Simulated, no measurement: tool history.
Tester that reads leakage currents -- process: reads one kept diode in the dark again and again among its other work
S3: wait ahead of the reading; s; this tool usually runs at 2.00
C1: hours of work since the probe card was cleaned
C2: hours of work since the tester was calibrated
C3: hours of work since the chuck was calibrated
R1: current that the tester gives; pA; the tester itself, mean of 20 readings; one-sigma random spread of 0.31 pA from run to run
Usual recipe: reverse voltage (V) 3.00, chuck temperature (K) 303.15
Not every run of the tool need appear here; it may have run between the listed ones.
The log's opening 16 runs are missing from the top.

{"run": 17, "hour": 824.0, "reverse voltage (V)": 3.0, "chuck temperature (K)": 303.15, "S3": 2.0, "C1": 766, "C2": 911, "C3": 1247, "R1": 101.25}
{"run": 18, "hour": 868.9, "reverse voltage (V)": 3.33, "chuck temperature (K)": 303.15, "S3": 2.0, "C1": 797, "C2": 942, "C3": 1279, "R1": 106.1}
{"run": 19, "hour": 912.3, "reverse voltage (V)": 11.05, "chuck temperature (K)": 303.15, "S3": 2.0, "C1": 828, "C2": 973, "C3": 1309, "R1": 182.18}
{"run": 20, "hour": 971.2, "reverse voltage (V)": 1.31, "chuck temperature (K)": 321.15, "S3": 0.3, "C1": 869, "C2": 1014, "C3": 1351, "R1": 336.56}
{"run": 21, "hour": 1019.3, "reverse voltage (V)": 3.0, "chuck temperature (K)": 312.15, "S3": 3.09, "C1": 903, "C2": 1048, "C3": 1384, "R1": 219.99}
{"run": 22, "hour": 1049.3, "reverse voltage (V)": 3.0, "chuck temperature (K)": 312.15, "S3": 3.09, "C1": 924, "C2": 1069, "C3": 1406, "R1": 220.32}
{"run": 23, "hour": 1086.7, "reverse voltage (V)": 3.0, "chuck temperature (K)": 312.15, "S3": 3.09, "C1": 950, "C2": 1095, "C3": 1432, "R1": 219.85}
{"run": 24, "hour": 1116.7, "reverse voltage (V)": 1.45, "chuck temperature (K)": 321.15, "S3": 6.63, "C1": 971, "C2": 1116, "C3": 1453, "R1": 347.65}
{"run": 25, "hour": 1183.9, "reverse voltage (V)": 1.62, "chuck temperature (K)": 321.15, "S3": 0.79, "C1": 1019, "C2": 1163, "C3": 1500, "R1": 364.8}
{"run": 26, "hour": 1225.5, "reverse voltage (V)": 1.62, "chuck temperature (K)": 321.15, "S3": 0.79, "C1": 1048, "C2": 1193, "C3": 1529, "R1": 360.03}
{"run": 27, "hour": 1259.2, "reverse voltage (V)": 12.56, "chuck temperature (K)": 309.15, "S3": 6.5, "C1": 1072, "C2": 1216, "C3": 1553, "R1": 318.16}
{"run": 28, "hour": 1321.1, "reverse voltage (V)": 12.56, "chuck temperature (K)": 309.15, "S3": 6.5, "C1": 1115, "C2": 1260, "C3": 1596, "R1": 315.45}
{"run": 29, "hour": 1363.6, "reverse voltage (V)": 5.57, "chuck temperature (K)": 322.15, "S3": 2.0, "C1": 1145, "C2": 1290, "C3": 1626, "R1": 654.05}
{"run": 30, "hour": 1418.5, "reverse voltage (V)": 8.13, "chuck temperature (K)": 330.15, "S3": 0.46, "C1": 1183, "C2": 1328, "C3": 1665, "R1": 1438.77}
{"run": 31, "hour": 1454.2, "reverse voltage (V)": 1.26, "chuck temperature (K)": 308.15, "S3": 2.0, "C1": 1209, "C2": 1353, "C3": 1690, "R1": 107.55}
{"run": 32, "hour": 1513.9, "reverse voltage (V)": 15.99, "chuck temperature (K)": 313.15, "S3": 0.34, "C1": 1250, "C2": 1395, "C3": 1732, "R1": 507.86}
{"hour": 1548.8, "done": "probe card cleaned and baked"}
{"run": 33, "hour": 1550.8, "reverse voltage (V)": 15.99, "chuck temperature (K)": 313.15, "S3": 0.34, "C1": 1, "C2": 1419, "C3": 1756, "R1": 474.35}

Forecast each of these 4 alternatives for the next run:
{"run": "A", "hour": 1619.4, "reverse voltage (V)": 15.99, "chuck temperature (K)": 313.15, "S3": 2.38, "C1": 50, "C2": 1467, "C3": 1804, "R1": "?"}
{"run": "B", "hour": 1619.4, "reverse voltage (V)": 1.44, "chuck temperature (K)": 307.15, "S3": 1.23, "C1": 50, "C2": 1467, "C3": 1804, "R1": "?"}
{"run": "C", "hour": 1619.4, "reverse voltage (V)": 1.61, "chuck temperature (K)": 316.15, "S3": 2.0, "C1": 50, "C2": 1467, "C3": 1804, "R1": "?"}
{"run": "D", "hour": 1619.4, "reverse voltage (V)": 2.25, "chuck temperature (K)": 308.15, "S3": 0.68, "C1": 50, "C2": 1467, "C3": 1804, "R1": "?"}

run=A R1=456.42
run=B R1=101.81
run=C R1=232.30
run=D R1=133.76
With the hidden condition removed and each run's random variation left untouched, the same runs would have given:
run=A R1=493.51
run=B R1=110.62
run=C R1=251.51
run=D R1=145.17
